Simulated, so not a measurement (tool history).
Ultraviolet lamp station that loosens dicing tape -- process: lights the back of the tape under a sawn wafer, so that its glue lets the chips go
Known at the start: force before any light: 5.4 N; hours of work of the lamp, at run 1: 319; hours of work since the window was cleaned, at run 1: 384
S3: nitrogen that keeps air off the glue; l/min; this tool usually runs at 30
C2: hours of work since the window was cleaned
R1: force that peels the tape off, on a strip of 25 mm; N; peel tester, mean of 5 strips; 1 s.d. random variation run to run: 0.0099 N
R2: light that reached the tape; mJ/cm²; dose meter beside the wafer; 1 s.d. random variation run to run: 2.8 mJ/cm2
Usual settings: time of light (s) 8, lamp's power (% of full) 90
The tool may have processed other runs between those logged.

run 1 hour=0 | time_of_light_(s)=8 lamp's_power_(%_of_full)=90 S3=30 | hours_of_work_of_the_lamp=319 C2=384 | R1=0.551 R2=343
run 2 hour=15.7 | time_of_light_(s)=8 lamp's_power_(%_of_full)=90 S3=30 | hours_of_work_of_the_lamp=325 C2=391 | R1=0.534 R2=341
run 3 hour=26.6 | time_of_light_(s)=8 lamp's_power_(%_of_full)=90 S3=30 | hours_of_work_of_the_lamp=330 C2=395 | R1=0.561 R2=337
run 4 hour=46 | time_of_light_(s)=4 lamp's_power_(%_of_full)=90 S3=30 | hours_of_work_of_the_lamp=338 C2=403 | R1=1.575 R2=169
run 5 hour=60.1 | time_of_light_(s)=4 lamp's_power_(%_of_full)=90 S3=30 | hours_of_work_of_the_lamp=344 C2=409 | R1=1.521 R2=165
run 6 hour=72.4 | time_of_light_(s)=4 lamp's_power_(%_of_full)=90 S3=30 | hours_of_work_of_the_lamp=349 C2=414 | R1=1.636 R2=174
run 7 hour=89.2 | time_of_light_(s)=4 lamp's_power_(%_of_full)=90 S3=30 | hours_of_work_of_the_lamp=356 C2=421 | R1=1.553 R2=168
run 8 hour=103.1 | time_of_light_(s)=4 lamp's_power_(%_of_full)=90 S3=30 | hours_of_work_of_the_lamp=361 C2=427 | R1=1.56 R2=168
run 9 hour=117.9 | time_of_light_(s)=8 lamp's_power_(%_of_full)=90 S3=44 | hours_of_work_of_the_lamp=367 C2=433 | R1=0.485 R2=332
run 10 hour=137.6 | time_of_light_(s)=15 lamp's_power_(%_of_full)=90 S3=44 | hours_of_work_of_the_lamp=376 C2=441 | R1=0.223 R2=620
run 11 hour=149 | time_of_light_(s)=11 lamp's_power_(%_of_full)=90 S3=30 | hours_of_work_of_the_lamp=380 C2=446 | R1=0.338 R2=456
run 12 hour=162 | time_of_light_(s)=8 lamp's_power_(%_of_full)=90 S3=30 | hours_of_work_of_the_lamp=386 C2=451 | R1=0.581 R2=328
run 13 hour=175.2 | time_of_light_(s)=8 lamp's_power_(%_of_full)=90 S3=30 | hours_of_work_of_the_lamp=391 C2=456 | R1=0.574 R2=335
run 14 hour=196.2 | time_of_light_(s)=8 lamp's_power_(%_of_full)=90 S3=30 | hours_of_work_of_the_lamp=400 C2=465 | R1=0.57 R2=326
run 15 hour=209.5 | time_of_light_(s)=8 lamp's_power_(%_of_full)=71 S3=30 | hours_of_work_of_the_lamp=405 C2=471 | R1=0.845 R2=257
run 16 hour=225 | time_of_light_(s)=8 lamp's_power_(%_of_full)=71 S3=30 | hours_of_work_of_the_lamp=412 C2=477 | R1=0.87 R2=257
run 17 hour=245.2 | time_of_light_(s)=8 lamp's_power_(%_of_full)=71 S3=30 | hours_of_work_of_the_lamp=420 C2=485 | R1=0.844 R2=261
run 18 hour=257.9 | time_of_light_(s)=8 lamp's_power_(%_of_full)=71 S3=30 | hours_of_work_of_the_lamp=425 C2=490 | R1=0.902 R2=256
-- hour=259.6 window cleaned of glue's vapour
run 19 hour=269 | time_of_light_(s)=8 lamp's_power_(%_of_full)=71 S3=30 | hours_of_work_of_the_lamp=430 C2=4 | R1=0.925 R2=252
run 20 hour=281.1 | time_of_light_(s)=8 lamp's_power_(%_of_full)=71 S3=30 | hours_of_work_of_the_lamp=435 C2=9 | R1=0.909 R2=249
run 21 hour=296.3 | time_of_light_(s)=8 lamp's_power_(%_of_full)=71 S3=30 | hours_of_work_of_the_lamp=441 C2=15 | R1=0.934 R2=244
run 22 hour=318.4 | time_of_light_(s)=8 lamp's_power_(%_of_full)=71 S3=30 | hours_of_work_of_the_lamp=450 C2=24 | R1=0.946 R2=247
run 23 hour=329 | time_of_light_(s)=8 lamp's_power_(%_of_full)=63 S3=42 | hours_of_work_of_the_lamp=454 C2=29 | R1=0.987 R2=221
run 24 hour=347.9 | time_of_light_(s)=8 lamp's_power_(%_of_full)=63 S3=42 | hours_of_work_of_the_lamp=462 C2=36 | R1=1.01 R2=218
-- hour=356.2 window cleaned of glue's vapour, once more
run 25 hour=370.2 | time_of_light_(s)=5 lamp's_power_(%_of_full)=64 S3=16 | hours_of_work_of_the_lamp=471 C2=6 | R1=1.911 R2=159
run 26 hour=388 | time_of_light_(s)=10 lamp's_power_(%_of_full)=80 S3=45 | hours_of_work_of_the_lamp=478 C2=13 | R1=0.379 R2=388
run 27 hour=407.1 | time_of_light_(s)=8 lamp's_power_(%_of_full)=64 S3=30 | hours_of_work_of_the_lamp=486 C2=21 | R1=0.966 R2=248
run 28 hour=422 | time_of_light_(s)=8 lamp's_power_(%_of_full)=64 S3=30 | hours_of_work_of_the_lamp=492 C2=27 | R1=0.941 R2=250
run 29 hour=445.6 | time_of_light_(s)=8 lamp's_power_(%_of_full)=89 S3=30 | hours_of_work_of_the_lamp=502 C2=37 | R1=0.562 R2=339
run 30 hour=460.7 | time_of_light_(s)=4 lamp's_power_(%_of_full)=65 S3=43 | hours_of_work_of_the_lamp=508 C2=43 | R1=1.979 R2=126
run 31 hour=474.3 | time_of_light_(s)=4 lamp's_power_(%_of_full)=65 S3=43 | hours_of_work_of_the_lamp=514 C2=49 | R1=1.96 R2=123
run 32 hour=486.5 | time_of_light_(s)=11 lamp's_power_(%_of_full)=92 S3=17 | hours_of_work_of_the_lamp=519 C2=54 | R1=0.402 R2=485
run 33 hour=506.6 | time_of_light_(s)=6 lamp's_power_(%_of_full)=80 S3=43 | hours_of_work_of_the_lamp=527 C2=62 | R1=0.976 R2=227
run 34 hour=520.9 | time_of_light_(s)=8 lamp's_power_(%_of_full)=90 S3=12 | hours_of_work_of_the_lamp=533 C2=68 | R1=0.777 R2=343
run 35 hour=532.1 | time_of_light_(s)=5 lamp's_power_(%_of_full)=90 S3=37 | hours_of_work_of_the_lamp=538 C2=72 | R1=1.075 R2=208
run 36 hour=554.3 | time_of_light_(s)=10 lamp's_power_(%_of_full)=90 S3=57 | hours_of_work_of_the_lamp=547 C2=82 | R1=0.328 R2=421
run 37 hour=577.9 | time_of_light_(s)=10 lamp's_power_(%_of_full)=90 S3=57 | hours_of_work_of_the_lamp=557 C2=91 | R1=0.336 R2=424
run 38 hour=593.7 | time_of_light_(s)=10 lamp's_power_(%_of_full)=90 S3=57 | hours_of_work_of_the_lamp=563 C2=98 | R1=0.328 R2=419
run 39 hour=610.9 | time_of_light_(s)=10 lamp's_power_(%_of_full)=90 S3=57 | hours_of_work_of_the_lamp=570 C2=105 | R1=0.325 R2=417
run 40 hour=621 | time_of_light_(s)=10 lamp's_power_(%_of_full)=90 S3=57 | hours_of_work_of_the_lamp=574 C2=109 | R1=0.329 R2=419
run 41 hour=642.1 | time_of_light_(s)=10 lamp's_power_(%_of_full)=90 S3=57 | hours_of_work_of_the_lamp=583 C2=118 | R1=0.343 R2=416
run 42 hour=662.5 | time_of_light_(s)=10 lamp's_power_(%_of_full)=90 S3=57 | hours_of_work_of_the_lamp=591 C2=126 | R1=0.314 R2=418

A few steps of R1 between consecutive runs. Split each: what settings, incoming material and random variation would produce without the hidden state, and what is left over for the hidden state, along with gauge scatter present in only one of the two compared results (measured, and without hidden state):
Hidden conditions of the tool in this case: lamp's light, % of a new lamp's; light that the window lets through, % of a clean one's; drift of the gauge itself on peel_n, %; drift of the gauge itself on dose_mj_cm2, %.
Run 8 -> 9: time of light (s) 4 -> 8, S3 30 -> 44. R1 -1.075 N: hidden state -0.173, all else -0.902.
Run 25 -> 26: time of light (s) 5 -> 10, lamp's power (% of full) 64 -> 80, S3 16 -> 45. R1 -1.532 N: hidden state -0.156, all else -1.376.
Run 29 -> 30: time of light (s) 8 -> 4, lamp's power (% of full) 89 -> 65, S3 30 -> 43. R1 +1.417 N: hidden state +0.143, all else +1.274.
Run 31 -> 32: time of light (s) 4 -> 11, lamp's power (% of full) 65 -> 92, S3 43 -> 17. R1 -1.558 N: hidden state -0.185, all else -1.373.
Run 35 -> 36: time of light (s) 5 -> 10, S3 37 -> 57. R1 -0.747 N: hidden state -0.163, all else -0.584.
